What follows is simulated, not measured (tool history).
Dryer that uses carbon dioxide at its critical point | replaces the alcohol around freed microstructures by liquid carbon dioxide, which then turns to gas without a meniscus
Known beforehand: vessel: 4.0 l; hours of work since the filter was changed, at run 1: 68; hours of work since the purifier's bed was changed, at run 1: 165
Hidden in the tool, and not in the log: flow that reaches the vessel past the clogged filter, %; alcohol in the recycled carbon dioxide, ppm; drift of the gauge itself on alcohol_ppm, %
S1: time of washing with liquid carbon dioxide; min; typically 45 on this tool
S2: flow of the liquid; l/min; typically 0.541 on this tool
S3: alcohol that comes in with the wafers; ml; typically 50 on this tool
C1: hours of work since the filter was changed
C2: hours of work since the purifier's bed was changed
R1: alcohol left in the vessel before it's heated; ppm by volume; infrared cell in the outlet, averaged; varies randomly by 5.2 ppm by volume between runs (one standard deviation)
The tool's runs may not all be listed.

Run 1, hour 0.0: usual settings; C1 68; C2 165. Result: R1 155 ppm by volume.
Run 2, hour 19.9: usual settings; C1 76; C2 173. Result: R1 146 ppm by volume.
Run 3, hour 31.2: usual settings but S3 25 ml; C1 81; C2 178. Result: R1 87 ppm by volume.
Run 4, hour 51.5: usual settings but S3 25 ml; C1 90; C2 187. Result: R1 94 ppm by volume.
Run 5, hour 76.5: usual settings but S3 25 ml; C1 100; C2 198. Result: R1 104 ppm by volume.
Run 6, hour 102.4: usual settings but S3 25 ml; C1 111; C2 209. Result: R1 99 ppm by volume.
Run 7, hour 126.8: usual settings but S3 25 ml; C1 122; C2 219. Result: R1 114 ppm by volume.
Run 8, hour 147.2: usual settings; C1 131; C2 228. Result: R1 186 ppm by volume.
Run 9, hour 160.1: usual settings; C1 136; C2 233. Result: R1 185 ppm by volume.
Run 10, hour 182.2: usual settings; C1 145; C2 243. Result: R1 195 ppm by volume.
Run 11, hour 199.0: usual settings; C1 153; C2 250. Result: R1 193 ppm by volume.
Run 12, hour 224.9: usual settings; C1 164; C2 261. Result: R1 212 ppm by volume.
Run 13, hour 249.8: usual settings; C1 174; C2 271. Result: R1 214 ppm by volume.
Run 14, hour 261.5: usual settings but S1 30 min; C1 179; C2 276. Result: R1 730 ppm by volume.
Run 15, hour 278.8: usual settings but S1 30 min; C1 187; C2 284. Result: R1 758 ppm by volume.
Run 16, hour 302.2: usual settings but S1 30 min; C1 197; C2 294. Result: R1 764 ppm by volume.
Run 17, hour 315.4: usual settings but S1 30 min; C1 202; C2 299. Result: R1 775 ppm by volume.
Run 18, hour 328.5: usual settings; C1 208; C2 305. Result: R1 228 ppm by volume.
Run 19, hour 351.6: usual settings; C1 218; C2 315. Result: R1 240 ppm by volume.
Run 20, hour 372.9: usual settings but S3 22 ml; C1 227; C2 324. Result: R1 130 ppm by volume.
Run 21, hour 390.2: usual settings; C1 234; C2 331. Result: R1 244 ppm by volume.
Run 22, hour 408.8: usual settings but S2 0.428 l/min; C1 242; C2 339. Result: R1 508 ppm by volume.
Run 23, hour 422.8: usual settings but S2 0.428 l/min; C1 248; C2 345. Result: R1 530 ppm by volume.
Run 24, hour 444.5: usual settings but S2 0.356 l/min, S3 85 ml; C1 257; C2 354. Result: R1 1456 ppm by volume.
Run 25, hour 455.9: usual settings but S2 0.833 l/min, S3 49 ml; C1 262; C2 359. Result: R1 86 ppm by volume.
Run 26, hour 477.6: usual settings but S2 0.833 l/min, S3 49 ml; C1 271; C2 369. Result: R1 89 ppm by volume.
Run 27, hour 502.9: usual settings but S1 28 min, S2 0.710 l/min, S3 80 ml; C1 282; C2 379. Result: R1 777 ppm by volume.
At hour 522.9: inlet filter changed.
Run 28, hour 529.7: usual settings but S1 28 min, S2 0.710 l/min, S3 80 ml; C1 3; C2 390. Result: R1 450 ppm by volume.
Run 29, hour 550.8: usual settings but S1 34 min; C1 12; C2 399. Result: R1 402 ppm by volume.
Run 30, hour 570.8: usual settings but S1 54 min, S2 0.654 l/min; C1 20; C2 408. Result: R1 79 ppm by volume.
Run 31, hour 590.9: usual settings but S1 35 min, S2 0.900 l/min; C1 29; C2 416. Result: R1 98 ppm by volume.
Run 32, hour 613.2: usual settings but S1 35 min, S2 0.900 l/min; C1 39; C2 426. Result: R1 94 ppm by volume.
Run 33, hour 627.5: usual settings but S1 28 min, S2 0.447 l/min; C1 45; C2 432. Result: R1 1156 ppm by volume.
Run 34, hour 648.1: usual settings but S1 36 min, S2 0.766 l/min, S3 29 ml; C1 53; C2 441. Result: R1 112 ppm by volume.
Run 35, hour 669.1: usual settings but S1 67 min, S2 0.766 l/min, S3 29 ml; C1 62; C2 450. Result: R1 86 ppm by volume.
Run 36, hour 683.4: usual settings but S2 0.522 l/min; C1 68; C2 456. Result: R1 214 ppm by volume.
Run 37, hour 701.4: usual settings but S1 30 min, S2 0.565 l/min, S3 34 ml; C1 76; C2 464. Result: R1 411 ppm by volume.
Run 38, hour 721.2: usual settings but S2 0.474 l/min, S3 33 ml; C1 85; C2 472. Result: R1 213 ppm by volume.
Run 39, hour 744.4: usual settings but S1 46 min, S2 0.425 l/min, S3 48 ml; C1 94; C2 482. Result: R1 387 ppm by volume.
Run 40, hour 763.3: usual settings but S1 46 min, S2 0.425 l/min, S3 36 ml; C1 102; C2 490. Result: R1 319 ppm by volume.
Run 41, hour 785.0: usual settings but S2 0.463 l/min; C1 112; C2 499. Result: R1 342 ppm by volume.
Run 42, hour 806.7: usual settings but S2 0.463 l/min; C1 121; C2 508. Result: R1 341 ppm by volume.

Run 43, settings as shown, results not yet in. Your forecast:
Run 43, hour 828.9: usual settings but S2 0.463 l/min; C1 130; C2 518. Result: R1 ?.

{"run 43": {"R1": 355}}
Had the tool carried no hidden state, the very same run would have given R1 204 ppm by volume.
